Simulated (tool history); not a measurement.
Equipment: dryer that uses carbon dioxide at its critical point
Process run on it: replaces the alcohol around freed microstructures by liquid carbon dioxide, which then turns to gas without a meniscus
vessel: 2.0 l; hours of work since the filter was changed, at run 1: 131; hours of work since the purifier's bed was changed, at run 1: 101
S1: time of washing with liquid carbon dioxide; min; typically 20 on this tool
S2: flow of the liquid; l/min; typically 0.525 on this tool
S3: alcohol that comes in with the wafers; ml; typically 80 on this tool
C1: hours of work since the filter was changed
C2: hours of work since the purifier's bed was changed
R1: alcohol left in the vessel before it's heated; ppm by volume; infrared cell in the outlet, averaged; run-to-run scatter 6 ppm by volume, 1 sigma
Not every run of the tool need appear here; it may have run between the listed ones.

Run 1, day 0.000: usual settings; C1 131; C2 101. Result: R1 375 ppm by volume.
Run 2, day 0.229: usual settings; C1 135; C2 104. Result: R1 381 ppm by volume.
Run 3, day 0.667: usual settings; C1 141; C2 111. Result: R1 387 ppm by volume.
Run 4, day 1.138: usual settings; C1 149; C2 118. Result: R1 386 ppm by volume.
Run 5, day 1.612: usual settings but S3 75 ml; C1 156; C2 125. Result: R1 408 ppm by volume.
Run 6, day 2.046: usual settings but S3 75 ml; C1 162; C2 131. Result: R1 387 ppm by volume.
At day 2.333: inlet filter changed.
Run 7, day 2.533: usual settings but S3 75 ml; C1 3; C2 138. Result: R1 228 ppm by volume.
Run 8, day 2.908: usual settings but S2 0.887 l/min; C1 9; C2 144. Result: R1 36 ppm by volume.
Run 9, day 3.371: usual settings; C1 16; C2 151. Result: R1 256 ppm by volume.
Run 10, day 3.850: usual settings; C1 23; C2 158. Result: R1 265 ppm by volume.
Run 11, day 4.138: usual settings; C1 27; C2 162. Result: R1 267 ppm by volume.
Run 12, day 4.462: usual settings; C1 32; C2 167. Result: R1 280 ppm by volume.
Run 13, day 4.804: usual settings; C1 37; C2 172. Result: R1 287 ppm by volume.
Run 14, day 5.108: usual settings; C1 42; C2 177. Result: R1 289 ppm by volume.
Run 15, day 5.600: usual settings; C1 49; C2 184. Result: R1 305 ppm by volume.
Run 16, day 5.908: usual settings; C1 54; C2 189. Result: R1 304 ppm by volume.
Run 17, day 6.238: usual settings; C1 59; C2 194. Result: R1 296 ppm by volume.
Run 18, day 6.638: usual settings; C1 65; C2 200. Result: R1 316 ppm by volume.
Run 19, day 6.996: usual settings but S3 61 ml; C1 70; C2 205. Result: R1 252 ppm by volume.
Run 20, day 7.250: usual settings but S3 42 ml; C1 74; C2 209. Result: R1 190 ppm by volume.
Run 21, day 7.754: usual settings but S3 87 ml; C1 82; C2 217. Result: R1 367 ppm by volume.
Run 22, day 8.229: usual settings but S2 0.409 l/min, S3 31 ml; C1 89; C2 224. Result: R1 387 ppm by volume.
Run 23, day 8.517: usual settings but S2 0.409 l/min, S3 31 ml; C1 93; C2 228. Result: R1 399 ppm by volume.
Run 24, day 8.746: usual settings but S1 18 min, S2 0.400 l/min, S3 102 ml; C1 96; C2 231. Result: R1 1836 ppm by volume.
Run 25, day 9.229: usual settings but S1 19 min, S2 0.467 l/min, S3 64 ml; C1 104; C2 239. Result: R1 587 ppm by volume.
Run 26, day 9.542: usual settings but S2 0.680 l/min, S3 65 ml; C1 108; C2 243. Result: R1 101 ppm by volume.
Run 27, day 10.054: usual settings but S1 14 min, S2 0.445 l/min, S3 120 ml; C1 116; C2 251. Result: R1 3544 ppm by volume.
Run 28, day 10.546: usual settings but S1 14 min, S2 0.445 l/min, S3 120 ml; C1 124; C2 259. Result: R1 3605 ppm by volume.
Run 29, day 10.808: usual settings but S1 14 min, S2 0.409 l/min, S3 119 ml; C1 127; C2 262. Result: R1 4500 ppm by volume.
Run 30, day 11.212: usual settings but S1 27 min, S2 0.442 l/min, S3 97 ml; C1 134; C2 269. Result: R1 278 ppm by volume.
Run 31, day 11.721: usual settings but S1 24 min, S2 0.892 l/min, S3 61 ml; C1 141; C2 276. Result: R1 60 ppm by volume.
Run 32, day 12.100: usual settings but S1 14 min, S2 0.379 l/min; C1 147; C2 282. Result: R1 3848 ppm by volume.
Run 33, day 12.579: usual settings but S1 18 min, S2 0.320 l/min, S3 20 ml; C1 154; C2 289. Result: R1 846 ppm by volume.
Run 34, day 12.946: usual settings but S2 0.574 l/min, S3 99 ml; C1 160; C2 295. Result: R1 369 ppm by volume.
Run 35, day 13.262: usual settings but S1 12 min, S2 0.574 l/min, S3 40 ml; C1 164; C2 299. Result: R1 1022 ppm by volume.
At day 13.404: inlet filter changed.
Run 36, day 13.688: usual settings but S1 12 min, S2 0.431 l/min, S3 23 ml; C1 4; C2 305. Result: R1 919 ppm by volume.
Run 37, day 14.183: usual settings but S1 17 min, S2 0.442 l/min, S3 77 ml; C1 12; C2 313. Result: R1 1023 ppm by volume.

Measured minus without-hidden-state, run by run (identical run-to-run variation in each term; gauge scatter may differ):
Unlogged tool condition in this case: flow that reaches the vessel past the clogged filter, %; alcohol in the recycled carbon dioxide, ppm; drift of the gauge itself on alcohol_ppm, %.
run     R1
  1   +157
  2   +163
  3   +174
  4   +180
  5   +190
  6   +192
  7    +29
  8    +26
  9    +44
 10    +51
 11    +55
 12    +61
 13    +68
 14    +73
 15    +82
 16    +87
 17    +89
 18   +100
 19    +89
 20    +76
 21   +127
 22   +121
 23   +128
 24   +451
 25   +199
 26    +70
 27   +869
 28   +928
 29  +1104
 30   +150
 31    +50
 32   +998
 33   +272
 34   +206
 35   +383
 36    +68
 37    +98
